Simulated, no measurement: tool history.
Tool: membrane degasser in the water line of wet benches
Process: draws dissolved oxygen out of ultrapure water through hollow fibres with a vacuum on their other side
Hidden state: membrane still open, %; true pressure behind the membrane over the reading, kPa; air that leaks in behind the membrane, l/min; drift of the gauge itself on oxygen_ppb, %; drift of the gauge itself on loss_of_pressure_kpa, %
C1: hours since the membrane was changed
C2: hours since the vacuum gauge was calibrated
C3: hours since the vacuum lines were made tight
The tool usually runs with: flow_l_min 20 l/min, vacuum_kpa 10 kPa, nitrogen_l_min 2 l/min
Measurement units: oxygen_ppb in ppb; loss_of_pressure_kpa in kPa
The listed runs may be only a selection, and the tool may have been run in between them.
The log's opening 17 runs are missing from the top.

run 18 hour=1376.9 | flow_l_min=16 vacuum_kpa=8.7 nitrogen_l_min=1.06 | C1=3628 C2=68 C3=2655 | oxygen_ppb=339.7 loss_of_pressure_kpa=37.08
run 19 hour=1455.1 | flow_l_min=14 vacuum_kpa=8.7 nitrogen_l_min=2 | C1=3706 C2=147 C3=2733 | oxygen_ppb=194.1 loss_of_pressure_kpa=32.59
run 20 hour=1528.8 | flow_l_min=14 vacuum_kpa=8.7 nitrogen_l_min=2 | C1=3780 C2=220 C3=2807 | oxygen_ppb=190.9 loss_of_pressure_kpa=32.17
run 21 hour=1615.7 | flow_l_min=28 vacuum_kpa=8.5 nitrogen_l_min=2 | C1=3867 C2=307 C3=2894 | oxygen_ppb=812.6 loss_of_pressure_kpa=65.03
run 22 hour=1700.2 | flow_l_min=28 vacuum_kpa=8.5 nitrogen_l_min=2 | C1=3951 C2=392 C3=2978 | oxygen_ppb=812.5 loss_of_pressure_kpa=65.12
run 23 hour=1766.5 | flow_l_min=20 vacuum_kpa=6 nitrogen_l_min=1.11 | C1=4018 C2=458 C3=3044 | oxygen_ppb=402.9 loss_of_pressure_kpa=46.42
run 24 hour=1832.7 | flow_l_min=21 vacuum_kpa=24.2 nitrogen_l_min=2 | C1=4084 C2=524 C3=3111 | oxygen_ppb=797.5 loss_of_pressure_kpa=48.7
run 25 hour=1937.4 | flow_l_min=13 vacuum_kpa=15.3 nitrogen_l_min=4.76 | C1=4188 C2=629 C3=3215 | oxygen_ppb=158 loss_of_pressure_kpa=30.24
run 26 hour=2034.1 | flow_l_min=19 vacuum_kpa=10 nitrogen_l_min=2 | C1=4285 C2=726 C3=3312 | oxygen_ppb=411.6 loss_of_pressure_kpa=44.14
run 27 hour=2102.1 | flow_l_min=19 vacuum_kpa=10 nitrogen_l_min=2 | C1=4353 C2=794 C3=3380 | oxygen_ppb=415.5 loss_of_pressure_kpa=44.21
run 28 hour=2161.1 | flow_l_min=20 vacuum_kpa=7.4 nitrogen_l_min=1.22 | C1=4412 C2=853 C3=3439 | oxygen_ppb=457.4 loss_of_pressure_kpa=46.75
run 29 hour=2217.9 | flow_l_min=26 vacuum_kpa=7.6 nitrogen_l_min=1.22 | C1=4469 C2=909 C3=3496 | oxygen_ppb=767.1 loss_of_pressure_kpa=60.56
run 30 hour=2286.1 | flow_l_min=26 vacuum_kpa=7.6 nitrogen_l_min=1.22 | C1=4537 C2=978 C3=3564 | oxygen_ppb=775 loss_of_pressure_kpa=60.53
run 31 hour=2331.8 | flow_l_min=26 vacuum_kpa=7.6 nitrogen_l_min=1.22 | C1=4583 C2=1023 C3=3610 | oxygen_ppb=759.4 loss_of_pressure_kpa=61.03
run 32 hour=2422.6 | flow_l_min=13 vacuum_kpa=10 nitrogen_l_min=0.93 | C1=4674 C2=1114 C3=3700 | oxygen_ppb=293.2 loss_of_pressure_kpa=30.18

Consider 3 possible next runs. They are alternatives, not a sequence: every one starts from the tool as it was left by run 32. What does each give?
run A hour=2504.3 | flow_l_min=13 vacuum_kpa=11.3 nitrogen_l_min=0.93 | C1=4755 C2=1196 C3=3782 | oxygen_ppb=? loss_of_pressure_kpa=?
run B hour=2504.3 | flow_l_min=29 vacuum_kpa=8.9 nitrogen_l_min=4.82 | C1=4755 C2=1196 C3=3782 | oxygen_ppb=? loss_of_pressure_kpa=?
run C hour=2504.3 | flow_l_min=13 vacuum_kpa=10 nitrogen_l_min=5.42 | C1=4755 C2=1196 C3=3782 | oxygen_ppb=? loss_of_pressure_kpa=?

run=A oxygen_ppb=331.3 loss_of_pressure_kpa=30.19
run=B oxygen_ppb=802.2 loss_of_pressure_kpa=67.03
run=C oxygen_ppb=116.8 loss_of_pressure_kpa=30.33
Take away the tool's hidden state, keep each run's random variation, and the runs would have read:
run=A oxygen_ppb=322.8 loss_of_pressure_kpa=29.69
run=B oxygen_ppb=772.6 loss_of_pressure_kpa=65.9
run=C oxygen_ppb=110.4 loss_of_pressure_kpa=29.83
